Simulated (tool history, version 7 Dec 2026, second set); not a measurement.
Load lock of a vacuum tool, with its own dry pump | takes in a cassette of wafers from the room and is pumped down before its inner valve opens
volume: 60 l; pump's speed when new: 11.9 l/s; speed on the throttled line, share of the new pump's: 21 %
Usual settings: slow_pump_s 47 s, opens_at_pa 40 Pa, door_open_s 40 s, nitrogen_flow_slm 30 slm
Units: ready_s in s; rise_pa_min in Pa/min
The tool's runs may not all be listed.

run	day	slow_pump_s	opens_at_pa	door_open_s	nitrogen_flow_slm	incoming humidity of the room's air, %	ready_s	rise_pa_min
1	0	47	40	40	30	47.1	77.6	0.038
2	5.629	47	40	40	30	47.7	77.5	0.044
3	11.829	47	40	40	30	43.1	78	0.038
4	24.908	47	40	40	30	45.9	77	0.034
5	37.242	47	40	40	5	42.5	78.5	0.05
6	48.812	47	40	40	5	43.2	77.9	0.06
7	61.783	47	40	40	5	44.4	77.5	0.055
8	73.871	47	40	40	30	46.8	78.7	0.044
9	87.096	47	40	40	30	43.8	78.4	0.042
10	98.546	25	40	40	30	43.8	61.4	0.05
11	107.604	72	40	40	30	43.4	97.6	0.047
12	115.483	47	35	40	30	47.2	80	0.05
13	125.475	47	35	40	30	46.5	79.4	0.053
14	135.192	33	40	40	30	42.6	66.9	0.054
15	143.571	33	40	40	30	41.2	67.6	0.049
16	152.808	47	40	40	30	41.8	78.8	0.05
17	166.304	47	30	41	30	46	80.6	0.063
18	179.788	47	30	41	30	46.3	80.4	0.058
19	189.738	76	52	171	7	43.8	99.8	0.102
20	200.592	51	52	171	7	46.4	81.2	0.105
21	213.933	51	52	171	7	47.9	81.2	0.106
22	223.242	51	77	165	20	46.3	78.8	0.089
23	231.921	78	55	29	6	45	100.6	0.075
24	242.717	43	40	40	5	46.2	76.2	0.081
25	256.012	60	71	40	30	50.1	85.4	0.075
26	262.408	58	40	40	30	43.8	88.3	0.066
27	268.538	24	32	143	5	42	63.6	0.107
28	281.846	24	32	143	5	48.3	62.5	0.119

Forecast each of these 3 alternatives for the next run:
A	293.288	61	43	143	16	45.6	?	?
B	293.288	47	40	40	32	43.4	?	?
C	293.288	92	66	40	24	39.1	?	?

run	ready_s	rise_pa_min
A	91.1	0.094
B	80.8	0.072
C	112.1	0.076
Without the tool's hidden state the same runs would have given:
run	ready_s	rise_pa_min
A	88.6	0.04
B	78	0.017
C	110.4	0.021
